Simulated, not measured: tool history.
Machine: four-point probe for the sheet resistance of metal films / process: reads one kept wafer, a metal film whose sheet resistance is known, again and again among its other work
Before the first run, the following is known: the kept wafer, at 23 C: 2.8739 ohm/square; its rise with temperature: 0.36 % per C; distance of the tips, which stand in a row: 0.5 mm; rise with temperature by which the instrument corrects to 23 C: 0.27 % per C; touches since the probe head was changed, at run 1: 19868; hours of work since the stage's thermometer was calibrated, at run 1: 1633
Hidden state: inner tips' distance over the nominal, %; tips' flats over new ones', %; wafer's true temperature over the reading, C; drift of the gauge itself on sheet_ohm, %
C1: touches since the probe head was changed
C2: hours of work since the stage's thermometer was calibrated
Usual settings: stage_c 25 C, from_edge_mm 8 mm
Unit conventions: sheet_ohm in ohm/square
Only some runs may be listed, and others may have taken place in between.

run 1 hour=0 | stage_c=25 from_edge_mm=8 | C1=19868 C2=1633 | sheet_ohm=2.892593
run 2 hour=18.7 | stage_c=25 from_edge_mm=8 | C1=20389 C2=1646 | sheet_ohm=2.893994
run 3 hour=38.3 | stage_c=25 from_edge_mm=8 | C1=20935 C2=1660 | sheet_ohm=2.893237
run 4 hour=49 | stage_c=25 from_edge_mm=8 | C1=21232 C2=1667 | sheet_ohm=2.893934
run 5 hour=63.4 | stage_c=25 from_edge_mm=8 | C1=21633 C2=1677 | sheet_ohm=2.893944
run 6 hour=81.9 | stage_c=28 from_edge_mm=8 | C1=22150 C2=1690 | sheet_ohm=2.90145
run 7 hour=102.2 | stage_c=28 from_edge_mm=8 | C1=22713 C2=1704 | sheet_ohm=2.901178
run 8 hour=110.7 | stage_c=25 from_edge_mm=10 | C1=22949 C2=1710 | sheet_ohm=2.890539
-- hour=112.7 stage's thermometer calibrated
run 9 hour=122.8 | stage_c=25 from_edge_mm=10 | C1=23274 C2=7 | sheet_ohm=2.887664
run 10 hour=137.3 | stage_c=25 from_edge_mm=8 | C1=23677 C2=17 | sheet_ohm=2.890835
run 11 hour=149 | stage_c=21 from_edge_mm=35 | C1=24003 C2=25 | sheet_ohm=2.873881
run 12 hour=162.7 | stage_c=25 from_edge_mm=4 | C1=24385 C2=35 | sheet_ohm=2.908514
run 13 hour=171.6 | stage_c=27 from_edge_mm=5 | C1=24633 C2=41 | sheet_ohm=2.905981
-- hour=185.5 stage's thermometer calibrated, once more
run 14 hour=189.8 | stage_c=27 from_edge_mm=5 | C1=25124 C2=3 | sheet_ohm=2.914369
run 15 hour=206.8 | stage_c=22 from_edge_mm=72 | C1=25597 C2=15 | sheet_ohm=2.886042
run 16 hour=226.4 | stage_c=22 from_edge_mm=18 | C1=26143 C2=28 | sheet_ohm=2.886822
run 17 hour=242.2 | stage_c=32 from_edge_mm=15 | C1=26585 C2=39 | sheet_ohm=2.914318
run 18 hour=252.6 | stage_c=31 from_edge_mm=22 | C1=26874 C2=47 | sheet_ohm=2.909749
run 19 hour=270.2 | stage_c=18 from_edge_mm=57 | C1=27364 C2=59 | sheet_ohm=2.87521

Here are 4 independent what-if runs from the current tool condition. What would each one return?
run A hour=287.8 | stage_c=25 from_edge_mm=6 | C1=27855 C2=71 | sheet_ohm=?
run B hour=287.8 | stage_c=30 from_edge_mm=4 | C1=27855 C2=71 | sheet_ohm=?
run C hour=287.8 | stage_c=20 from_edge_mm=5 | C1=27855 C2=71 | sheet_ohm=?
run D hour=287.8 | stage_c=24 from_edge_mm=25 | C1=27855 C2=71 | sheet_ohm=?

run=A sheet_ohm=2.904171
run=B sheet_ohm=2.931895
run=C sheet_ohm=2.89679
run=D sheet_ohm=2.891973
What these runs would have given with no unlogged condition in the tool:
run=A sheet_ohm=2.889388
run=B sheet_ohm=2.916977
run=C sheet_ohm=2.882045
run=D sheet_ohm=2.877248

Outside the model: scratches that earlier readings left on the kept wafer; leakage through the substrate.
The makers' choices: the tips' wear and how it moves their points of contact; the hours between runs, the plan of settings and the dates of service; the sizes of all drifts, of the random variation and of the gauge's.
